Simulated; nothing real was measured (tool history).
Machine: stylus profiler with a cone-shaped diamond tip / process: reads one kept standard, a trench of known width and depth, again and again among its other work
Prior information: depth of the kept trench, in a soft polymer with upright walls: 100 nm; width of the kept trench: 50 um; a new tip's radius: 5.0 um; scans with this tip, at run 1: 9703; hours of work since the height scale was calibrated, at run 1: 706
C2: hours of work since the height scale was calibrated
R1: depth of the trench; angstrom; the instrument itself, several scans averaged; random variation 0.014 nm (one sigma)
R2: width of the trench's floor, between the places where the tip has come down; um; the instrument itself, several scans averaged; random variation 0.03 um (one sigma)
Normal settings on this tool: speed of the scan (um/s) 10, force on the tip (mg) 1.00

Run 1, hour 0.0: usual settings; scans with this tip 9703; C2 706. Result: R1 1005.0 angstrom, R2 47.99 um.
Run 2, hour 122.6: usual settings; scans with this tip 10861; C2 790. Result: R1 1005.3 angstrom, R2 47.97 um.
At hour 208.1: height scale calibrated on a step standard.
Run 3, hour 212.7: usual settings but speed of the scan (um/s) 39; scans with this tip 11707; C2 3. Result: R1 1005.1 angstrom, R2 47.65 um.
Run 4, hour 337.8: usual settings but speed of the scan (um/s) 39; scans with this tip 12890; C2 89. Result: R1 1005.5 angstrom, R2 47.63 um.
Run 5, hour 411.9: usual settings but speed of the scan (um/s) 39; scans with this tip 13590; C2 140. Result: R1 1005.3 angstrom, R2 47.65 um.
Run 6, hour 527.2: usual settings; scans with this tip 14679; C2 219. Result: R1 1005.1 angstrom, R2 47.92 um.
Run 7, hour 647.6: usual settings; scans with this tip 15817; C2 302. Result: R1 1005.4 angstrom, R2 47.96 um.
Run 8, hour 721.0: usual settings; scans with this tip 16511; C2 353. Result: R1 1005.0 angstrom, R2 47.97 um.
Run 9, hour 842.2: usual settings; scans with this tip 17656; C2 436. Result: R1 1005.2 angstrom, R2 47.91 um.
Run 10, hour 972.8: usual settings; scans with this tip 18889; C2 526. Result: R1 1005.4 angstrom, R2 47.85 um.
Run 11, hour 1103.3: usual settings; scans with this tip 20123; C2 615. Result: R1 1005.3 angstrom, R2 47.92 um.
Run 12, hour 1223.4: usual settings; scans with this tip 21257; C2 698. Result: R1 1005.2 angstrom, R2 47.92 um.
Run 13, hour 1348.3: usual settings but force on the tip (mg) 0.54; scans with this tip 22437; C2 784. Result: R1 1003.6 angstrom, R2 47.90 um.
At hour 1443.1: height scale calibrated on a step standard.
Run 14, hour 1461.1: usual settings but force on the tip (mg) 0.54; scans with this tip 23498; C2 12. Result: R1 1003.4 angstrom, R2 47.86 um.
Run 15, hour 1535.8: usual settings but force on the tip (mg) 0.54; scans with this tip 24204; C2 64. Result: R1 1003.2 angstrom, R2 47.86 um.
Run 16, hour 1650.6: usual settings but speed of the scan (um/s) 25, force on the tip (mg) 1.90; scans with this tip 25289; C2 143. Result: R1 1008.1 angstrom, R2 47.82 um.
Run 17, hour 1731.1: usual settings but force on the tip (mg) 0.58; scans with this tip 26050; C2 198. Result: R1 1003.7 angstrom, R2 47.89 um.
Run 18, hour 1829.2: usual settings but force on the tip (mg) 0.60; scans with this tip 26976; C2 265. Result: R1 1003.8 angstrom, R2 47.88 um.
Run 19, hour 1933.3: usual settings but force on the tip (mg) 0.60; scans with this tip 27960; C2 337. Result: R1 1003.7 angstrom, R2 47.90 um.
Run 20, hour 2044.1: usual settings but speed of the scan (um/s) 20, force on the tip (mg) 1.28; scans with this tip 29007; C2 413. Result: R1 1006.3 angstrom, R2 47.81 um.
Run 21, hour 2183.5: usual settings but speed of the scan (um/s) 20, force on the tip (mg) 1.28; scans with this tip 30324; C2 509. Result: R1 1006.3 angstrom, R2 47.85 um.
Run 22, hour 2294.5: usual settings but speed of the scan (um/s) 3, force on the tip (mg) 1.14; scans with this tip 31372; C2 585. Result: R1 1005.8 angstrom, R2 47.97 um.
Run 23, hour 2403.2: usual settings but speed of the scan (um/s) 3, force on the tip (mg) 1.14; scans with this tip 32400; C2 660. Result: R1 1005.9 angstrom, R2 47.94 um.
Run 24, hour 2486.3: usual settings but speed of the scan (um/s) 3, force on the tip (mg) 1.14; scans with this tip 33185; C2 717. Result: R1 1005.8 angstrom, R2 47.96 um.
Run 25, hour 2599.0: usual settings but speed of the scan (um/s) 13, force on the tip (mg) 0.81; scans with this tip 34250; C2 795. Result: R1 1004.6 angstrom, R2 47.85 um.
At hour 2681.2: height scale calibrated on a step standard.
At hour 2725.7: new tip fitted, height scale calibrated.
Run 26, hour 2747.4: usual settings but speed of the scan (um/s) 13, force on the tip (mg) 0.81; scans with this tip 205; C2 15. Result: R1 1004.7 angstrom, R2 47.91 um.
Run 27, hour 2841.3: usual settings but speed of the scan (um/s) 13, force on the tip (mg) 0.81; scans with this tip 1092; C2 79. Result: R1 1004.8 angstrom, R2 47.89 um.
Run 28, hour 2907.3: usual settings but speed of the scan (um/s) 38, force on the tip (mg) 0.34; scans with this tip 1716; C2 125. Result: R1 1002.6 angstrom, R2 47.44 um.
Run 29, hour 3051.2: usual settings but speed of the scan (um/s) 2, force on the tip (mg) 0.50; scans with this tip 3075; C2 224. Result: R1 1003.3 angstrom, R2 48.04 um.

Hidden condition of the tool, last listed run before each entry between runs versus first listed run after:
Between runs 2 and 3: height scale calibrated on a step standard (hour 208.1)
  radius of the tip, um: 5.02 -> 5.03; height scale over the true one, %: -0.002 -> 0
Between runs 13 and 14: height scale calibrated on a step standard (hour 1443.1)
  height scale over the true one, %: -0.002 -> 0
Between runs 25 and 26: height scale calibrated on a step standard (hour 2681.2); new tip fitted, height scale calibrated (hour 2725.7)
  radius of the tip, um: 5.08 -> 5; height scale over the true one, %: -0.002 -> 0
